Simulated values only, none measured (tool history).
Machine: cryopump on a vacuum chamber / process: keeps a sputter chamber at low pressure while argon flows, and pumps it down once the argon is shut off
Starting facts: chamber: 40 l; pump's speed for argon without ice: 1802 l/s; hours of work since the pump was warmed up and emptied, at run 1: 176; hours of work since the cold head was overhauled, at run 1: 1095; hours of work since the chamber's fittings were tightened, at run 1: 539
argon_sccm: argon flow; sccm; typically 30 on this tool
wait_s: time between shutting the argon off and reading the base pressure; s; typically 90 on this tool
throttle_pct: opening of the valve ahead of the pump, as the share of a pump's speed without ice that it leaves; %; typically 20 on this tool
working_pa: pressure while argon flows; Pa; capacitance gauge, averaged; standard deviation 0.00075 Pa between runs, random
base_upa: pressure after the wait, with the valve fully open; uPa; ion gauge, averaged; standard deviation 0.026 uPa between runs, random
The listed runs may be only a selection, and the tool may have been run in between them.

| run | day | argon_sccm | wait_s | throttle_pct | hours of work since the pump was warmed up and emptied | hours of work since the cold head was overhauled | hours of work since the chamber's fittings were tightened | working_pa | base_upa |
|---|---|---|---|---|---|---|---|---|---|
| 1 | 0.000 | 30 | 90 | 20 | 176 | 1095 | 539 | 0.1428 | 1.60 |
| 2 | 1.804 | 30 | 90 | 20 | 201 | 1120 | 564 | 0.1430 | 1.60 |
| 3 | 3.408 | 30 | 90 | 20 | 223 | 1142 | 586 | 0.1436 | 1.63 |
| 4 | 5.558 | 30 | 90 | 20 | 252 | 1171 | 615 | 0.1434 | 1.63 |
| 5 | 6.983 | 30 | 90 | 20 | 272 | 1191 | 635 | 0.1439 | 1.65 |
| 6 | 9.171 | 30 | 90 | 20 | 301 | 1221 | 665 | 0.1448 | 1.72 |
| 7 | 10.783 | 30 | 90 | 41 | 323 | 1243 | 687 | 0.0731 | 1.73 |
| 8 | 12.117 | 30 | 90 | 20 | 342 | 1261 | 705 | 0.1461 | 1.85 |
| 9 | 14.400 | 30 | 65 | 53 | 373 | 1292 | 736 | 0.0580 | 2.13 |
| 10 | 15.708 | 30 | 65 | 34 | 391 | 1310 | 754 | 0.0877 | 2.15 |
| 11 | 18.008 | 18 | 65 | 30 | 422 | 1341 | 785 | 0.0591 | 2.23 |
| 12 | 19.396 | 18 | 65 | 30 | 441 | 1360 | 804 | 0.0600 | 2.19 |
| 13 | 21.038 | 31 | 286 | 39 | 464 | 1383 | 827 | 0.0811 | 1.33 |
| 14 | 22.392 | 31 | 286 | 39 | 482 | 1401 | 845 | 0.0801 | 1.26 |
| 15 | 23.946 | 23 | 23 | 25 | 503 | 1422 | 866 | 0.0922 | 4.68 |

What if the next run were any one of these 4? Each begins from the tool's condition after run 15:
| A | 26.092 | 53 | 22 | 44 | 533 | 1452 | 896 | ? | ? |
| B | 26.092 | 39 | 143 | 16 | 533 | 1452 | 896 | ? | ? |
| C | 26.092 | 25 | 90 | 15 | 533 | 1452 | 896 | ? | ? |
| D | 26.092 | 17 | 79 | 20 | 533 | 1452 | 896 | ? | ? |

| run | working_pa | base_upa |
|---|---|---|
| A | 0.1260 | 4.91 |
| B | 0.2372 | 1.72 |
| C | 0.1618 | 2.03 |
| D | 0.0837 | 2.20 |
With no hidden state in the tool, these same runs would have given:
| run | working_pa | base_upa |
|---|---|---|
| A | 0.1135 | 3.95 |
| B | 0.2280 | 0.74 |
| C | 0.1560 | 1.08 |
| D | 0.0797 | 1.22 |
